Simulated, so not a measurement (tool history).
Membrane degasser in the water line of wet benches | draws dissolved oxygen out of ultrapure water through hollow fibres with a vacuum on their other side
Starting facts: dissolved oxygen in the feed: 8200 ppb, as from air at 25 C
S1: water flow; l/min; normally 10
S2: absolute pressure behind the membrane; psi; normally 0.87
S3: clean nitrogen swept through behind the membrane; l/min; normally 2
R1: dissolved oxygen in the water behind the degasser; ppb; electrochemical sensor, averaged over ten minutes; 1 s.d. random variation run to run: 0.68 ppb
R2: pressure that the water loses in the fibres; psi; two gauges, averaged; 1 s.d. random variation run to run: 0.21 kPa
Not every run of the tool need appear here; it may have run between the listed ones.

| run | hour | S1 | S2 | S3 | R1 | R2 |
|---|---|---|---|---|---|---|
| 1 | 0 | 10 | 0.87 | 2 | 62.5 | 7.435 |
| 2 | 129.7 | 10 | 0.87 | 2 | 63.9 | 7.432 |
| 3 | 227.1 | 10 | 0.87 | 2 | 62.6 | 7.4 |
| 4 | 318.3 | 10 | 0.87 | 2 | 64.8 | 7.44 |
| 5 | 403.9 | 10 | 0.87 | 2 | 63 | 7.406 |
| 6 | 530.5 | 10 | 0.87 | 2 | 63.6 | 7.506 |
| 7 | 647.3 | 10 | 0.87 | 2 | 63.1 | 7.533 |
| 8 | 772.5 | 10 | 0.87 | 2 | 65.2 | 7.549 |
| 9 | 888.1 | 10 | 0.87 | 2.61 | 55.4 | 7.507 |
| 10 | 980.4 | 10 | 2.128 | 2 | 171 | 7.48 |
| 11 | 1101.2 | 10 | 2.128 | 2 | 172.5 | 7.5 |

Each row is a separate what-if for the run after 11, all from the same tool condition, not one after another. Results?
| A | 1160.4 | 6 | 2.128 | 2 | ? | ? |
| B | 1160.4 | 10 | 2.128 | 1.75 | ? | ? |
| C | 1160.4 | 8 | 0.87 | 2 | ? | ? |
| D | 1160.4 | 11 | 0.87 | 5.72 | ? | ? |
| E | 1160.4 | 10 | 0.554 | 4.17 | ? | ? |

| run | R1 | R2 |
|---|---|---|
| A | 91.8 | 4.453 |
| B | 186.2 | 7.442 |
| C | 42.2 | 5.994 |
| D | 53.9 | 8.196 |
| E | 32.9 | 7.433 |
Without the tool's hidden state the same runs would have given:
| run | R1 | R2 |
|---|---|---|
| A | 87.4 | 4.406 |
| B | 179.5 | 7.364 |
| C | 39 | 5.932 |
| D | 50.7 | 8.112 |
| E | 30.2 | 7.356 |
